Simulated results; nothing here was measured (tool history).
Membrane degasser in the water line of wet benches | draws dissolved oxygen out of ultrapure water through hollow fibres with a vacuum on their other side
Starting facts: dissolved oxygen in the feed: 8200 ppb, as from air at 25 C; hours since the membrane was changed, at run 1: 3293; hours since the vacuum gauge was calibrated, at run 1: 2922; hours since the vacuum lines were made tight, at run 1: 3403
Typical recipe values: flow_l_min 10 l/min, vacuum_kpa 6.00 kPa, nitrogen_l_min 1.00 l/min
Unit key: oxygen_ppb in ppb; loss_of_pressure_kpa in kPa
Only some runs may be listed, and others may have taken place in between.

run	hour	flow_l_min	vacuum_kpa	nitrogen_l_min	hours since the membrane was changed	hours since the vacuum gauge was calibrated	hours since the vacuum lines were made tight	oxygen_ppb	loss_of_pressure_kpa
1	0.0	10	6.00	1.00	3293	2922	3403	89.5	42.85
2	102.4	10	6.00	1.00	3395	3025	3505	91.2	43.03
3	154.4	10	6.00	1.00	3447	3077	3557	93.5	43.09
4	242.5	10	6.00	0.69	3535	3165	3645	122.0	42.91
5	310.3	10	6.00	0.69	3603	3233	3713	123.6	43.29
6	418.3	10	4.75	1.00	3711	3341	3821	61.4	42.99
7	500.5	10	4.75	1.00	3793	3423	3903	62.1	42.99
8	572.8	10	4.75	1.00	3866	3495	3976	63.4	43.00
9	640.2	7	6.00	1.00	3933	3563	4043	63.5	30.03
10	715.3	7	6.00	1.00	4008	3638	4118	63.8	30.44
11	814.2	7	6.00	1.00	4107	3736	4217	63.8	30.21
12	877.9	7	6.00	1.00	4171	3800	4281	65.1	30.20
13	951.5	7	6.00	1.00	4244	3874	4354	65.6	30.42
14	1009.8	10	13.97	1.00	4303	3932	4413	286.3	43.28
15	1080.8	10	13.97	1.00	4374	4003	4484	281.3	43.38
16	1148.5	10	6.00	1.00	4441	4071	4551	93.6	42.93
17	1258.1	11	10.30	0.50	4551	4180	4661	380.9	47.91
18	1364.6	6	9.58	1.65	4657	4287	4767	71.5	25.90

Run 19 comes next. What will it give?
19	1441.9	15	6.00	1.00	4735	4364	4845	?	?

oxygen_ppb: 146.2 ppb
loss_of_pressure_kpa: 65.28 kPa
If the tool had no hidden condition, the same run with the same run-to-run variation would have returned oxygen_ppb 124.9 ppb, loss_of_pressure_kpa 62.64 kPa.
